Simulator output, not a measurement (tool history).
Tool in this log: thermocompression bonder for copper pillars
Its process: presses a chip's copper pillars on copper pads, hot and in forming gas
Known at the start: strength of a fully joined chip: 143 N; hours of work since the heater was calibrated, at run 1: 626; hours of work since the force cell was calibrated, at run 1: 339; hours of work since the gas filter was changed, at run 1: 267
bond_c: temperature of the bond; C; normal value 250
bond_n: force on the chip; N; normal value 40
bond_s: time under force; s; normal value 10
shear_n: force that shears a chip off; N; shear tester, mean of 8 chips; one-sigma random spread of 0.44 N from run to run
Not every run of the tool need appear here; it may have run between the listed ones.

run   hour  bond_c  bond_n  bond_s  hours of work since the heater was calibrated  hours of work since the force cell was calibrated  hours of work since the gas filter was changed  shear_n
  1    0.0     250      40      10                                            626                                                339                                             267     59.3
  2    9.0     275      40      10                                            631                                                344                                             272     81.6
  3   21.7     275      40      10                                            639                                                352                                             280     81.1
      25.4  -- forming gas filter changed
  4   32.8     275      40      10                                            645                                                358                                               4     86.4
  5   47.5     275      40      10                                            654                                                367                                              13     86.4
      50.0  -- force cell calibrated
  6   65.4     275      40      10                                            664                                                  9                                              23     84.1
  7   82.5     250      56      10                                            674                                                 19                                              33     84.7
      90.9  -- force cell calibrated, once more
  8   94.6     250      56      10                                            680                                                  2                                              39     85.8
  9  110.0     223      40      28                                            689                                                 11                                              48     59.4
 10  118.4     223      40      28                                            694                                                 16                                              53     59.4
 11  136.3     232      52       7                                            705                                                 27                                              64     54.2
 12  151.8     232      52       7                                            714                                                 36                                              73     54.5
 13  159.4     232      52       7                                            718                                                 41                                              78     53.4
 14  169.8     279      50      25                                            725                                                 47                                              84    125.0
 15  187.3     279      50      25                                            735                                                 57                                              94    123.4

5 options for the next run, each taken on its own from the tool as it stands now. Forecast them:
  A  200.4     256      27      25                                            743                                                 65                                             102        ?
  B  200.4     228      27       6                                            743                                                 65                                             102        ?
  C  200.4     250      57      10                                            743                                                 65                                             102        ?
  D  200.4     262      58       7                                            743                                                 65                                             102        ?
  E  200.4     257      39      10                                            743                                                 65                                             102        ?

run  shear_n
  A     61.8
  B     20.5
  C     86.8
  D     91.7
  E     66.5
Had the tool no hidden state, the same runs would have come out as:
run  shear_n
  A     65.7
  B     22.1
  C     91.6
  D     96.5
  E     70.6
